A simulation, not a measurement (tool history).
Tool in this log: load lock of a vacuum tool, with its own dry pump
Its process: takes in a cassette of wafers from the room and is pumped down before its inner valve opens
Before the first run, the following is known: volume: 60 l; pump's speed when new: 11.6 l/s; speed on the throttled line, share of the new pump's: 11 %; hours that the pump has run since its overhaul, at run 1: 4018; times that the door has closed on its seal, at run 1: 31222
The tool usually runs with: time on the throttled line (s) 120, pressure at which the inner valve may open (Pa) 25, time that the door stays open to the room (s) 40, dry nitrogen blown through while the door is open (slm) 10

run	hour	time on the throttled line (s)	pressure at which the inner valve may open (Pa)	time that the door stays open to the room (s)	dry nitrogen blown through while the door is open (slm)	hours that the pump has run since its overhaul	times that the door has closed on its seal	incoming humidity of the room's air, %	time from the closed door until the inner valve may open (s)	rise of the pressure with all valves shut (Pa/min)
1	0	120	25	40	10	4018	31222	49.3	150.5	0.019
2	61.9	120	25	40	10	4080	31475	42.4	150.4	0.017
3	174.4	120	25	42	10	4192	31934	44.8	151	0.025
4	317.4	120	25	40	5	4335	32518	47.7	150.1	0.024
5	415.1	120	25	40	5	4433	32917	43.3	150.7	0.026
6	530.1	120	25	40	5	4548	33387	42.3	150.2	0.018
7	676.3	120	25	40	5	4694	33984	44.6	151.1	0.02
8	827.2	120	25	40	29	4845	34600	48.1	150.4	0.011
9	954.6	120	25	40	29	4972	35121	49	150.4	0.015
10	1024.3	120	25	40	29	5042	35405	43.7	150	0.017
11	1118.7	120	25	40	29	5136	35790	46.3	150.5	0.012
12	1223.8	120	25	233	10	5241	36220	47.4	150.2	0.05
13	1289.1	68	25	28	22	5307	36486	45.7	103.7	0.01
14	1390.3	68	25	28	22	5408	36899	48.1	104.4	0.017
15	1515.9	66	25	27	10	5534	37412	45.9	102.3	0.021
16	1591.9	66	25	27	10	5610	37723	45.3	102.6	0.016
17	1683.7	155	18	40	4	5701	38098	48.1	183.2	0.028
18	1797	155	18	40	17	5815	38560	40.9	183.9	0.018
19	1891.4	155	18	40	17	5909	38946	42.1	183.4	0.02
20	2000.8	155	18	40	17	6018	39392	42.8	183.4	0.022
21	2087.6	182	31	81	5	6105	39747	44.1	204.6	0.033
22	2160.9	182	31	81	5	6179	40046	46.7	204.4	0.031
23	2231.8	120	25	48	10	6250	40336	46.3	149.3	0.019
24	2329.4	120	25	48	10	6347	40735	47.1	151.1	0.02

What if the next run were any one of these 5? Each begins from the tool's condition after run 24:
A	2430.2	120	34	76	10	6448	41146	46.9	?	?
B	2430.2	120	25	48	4	6448	41146	46.7	?	?
C	2430.2	120	36	40	13	6448	41146	46.7	?	?
D	2430.2	120	25	43	15	6448	41146	46.6	?	?
E	2430.2	103	25	142	15	6448	41146	44	?	?

run	time from the closed door until the inner valve may open (s)	rise of the pressure with all valves shut (Pa/min)
A	148.6	0.026
B	150.2	0.026
C	148.5	0.017
D	150.6	0.022
E	135.4	0.031
Take away the tool's hidden state, keep each run's random variation, and the runs would have read:
run	time from the closed door until the inner valve may open (s)	rise of the pressure with all valves shut (Pa/min)
A	148.6	0.024
B	150.1	0.024
C	148.5	0.015
D	150.6	0.02
E	135.4	0.029
